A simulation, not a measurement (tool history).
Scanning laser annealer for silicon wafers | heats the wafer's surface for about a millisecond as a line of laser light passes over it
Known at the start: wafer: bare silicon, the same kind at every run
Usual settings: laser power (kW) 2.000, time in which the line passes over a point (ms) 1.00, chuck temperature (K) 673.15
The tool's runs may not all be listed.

run	hour	laser power (kW)	time in which the line passes over a point (ms)	chuck temperature (K)	highest temperature of the surface (K)
1	0.0	2.000	1.00	673.15	1504.15
2	51.2	2.000	1.00	699.15	1526.15
3	104.9	2.000	1.00	673.15	1499.15
# hour 145.0: optics aligned, line set to its width
4	158.2	2.000	1.00	673.15	1498.15
5	213.7	2.000	1.00	673.15	1499.15
6	251.0	2.000	1.00	637.15	1462.15
7	285.7	2.000	1.00	673.15	1503.15
8	344.7	2.000	1.00	644.15	1467.15
9	376.2	2.000	1.00	644.15	1468.15
# hour 403.1: window over the wafer cleaned
10	419.9	2.000	1.00	644.15	1474.15
11	450.5	2.000	1.00	644.15	1473.15
12	521.9	2.000	1.00	644.15	1470.15
13	555.8	2.000	1.00	644.15	1472.15
14	603.8	2.000	1.00	644.15	1471.15
15	665.6	2.000	1.00	639.15	1469.15
16	706.0	2.000	1.00	639.15	1465.15
17	778.2	2.000	1.00	639.15	1466.15
18	841.7	2.000	1.00	675.15	1499.15
19	879.7	2.000	1.00	675.15	1502.15
20	911.2	2.000	1.00	675.15	1501.15
21	961.8	2.185	0.82	704.15	1528.15
22	1012.9	1.836	0.89	704.15	1415.15
23	1057.4	2.000	0.78	686.15	1416.15
24	1092.6	1.708	0.88	697.15	1351.15
25	1136.6	2.000	1.24	649.15	1570.15
# hour 1176.1: window over the wafer cleaned
26	1198.4	1.950	0.85	646.15	1390.15
27	1243.2	1.950	0.85	699.15	1445.15
28	1282.9	2.000	0.74	705.15	1413.15
29	1316.6	2.139	0.95	647.15	1516.15
30	1376.2	1.926	1.25	705.15	1594.15
31	1431.1	1.926	1.25	705.15	1597.15
# hour 1441.0: optics aligned, line set to its width
32	1506.9	1.843	1.25	654.15	1505.15
33	1539.7	1.738	0.89	654.15	1327.15
34	1572.2	1.738	0.89	654.15	1326.15
35	1613.1	1.738	0.89	654.15	1328.15
36	1643.9	1.754	0.89	645.15	1322.15

Forecast each of these 3 alternatives for the next run:
A	1699.5	1.996	0.76	679.15	?
B	1699.5	2.013	0.89	645.15	?
C	1699.5	1.907	1.15	705.15	?

run	highest temperature of the surface (K)
A	1400.15
B	1433.15
C	1550.15
Without the tool's hidden state the same runs would have given:
run	highest temperature of the surface (K)
A	1400.15
B	1434.15
C	1551.15
